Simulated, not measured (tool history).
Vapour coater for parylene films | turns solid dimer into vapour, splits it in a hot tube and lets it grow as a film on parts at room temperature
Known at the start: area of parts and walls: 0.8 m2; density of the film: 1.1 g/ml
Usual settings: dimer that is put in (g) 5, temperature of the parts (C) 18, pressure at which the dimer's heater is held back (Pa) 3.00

| run | hour | dimer that is put in (g) | temperature of the parts (C) | pressure at which the dimer's heater is held back (Pa) | thickness of the film (µm) |
|---|---|---|---|---|---|
| 1 | 0.0 | 5 | 18 | 3.00 | 3.05 |
| 2 | 29.8 | 5 | 18 | 3.00 | 3.06 |
| 3 | 49.6 | 2 | 18 | 3.00 | 1.21 |
| 4 | 62.6 | 2 | 10 | 3.00 | 1.41 |
|  | 68.7 | trap's valve overhauled |
| 5 | 92.1 | 5 | 15 | 3.00 | 3.13 |
| 6 | 105.4 | 4 | 29 | 10.62 | 1.75 |
| 7 | 132.8 | 3 | 17 | 11.15 | 1.61 |
|  | 159.5 | trap's valve overhauled, once more |
| 8 | 167.7 | 3 | 20 | 3.00 | 1.84 |
| 9 | 195.4 | 3 | 20 | 3.00 | 1.80 |
| 10 | 214.5 | 3 | 20 | 3.00 | 1.81 |

3 ways to go on from here, each from the tool as it stands after run 10. What would each give?
| A | 232.0 | 4 | 20 | 3.00 | ? |
| B | 232.0 | 2 | 10 | 5.23 | ? |
| C | 232.0 | 3 | 13 | 3.00 | ? |

| run | thickness of the film (µm) |
|---|---|
| A | 2.42 |
| B | 1.36 |
| C | 2.04 |
Without the tool's hidden state the same runs would have given:
| run | thickness of the film (µm) |
|---|---|
| A | 2.45 |
| B | 1.37 |
| C | 2.06 |
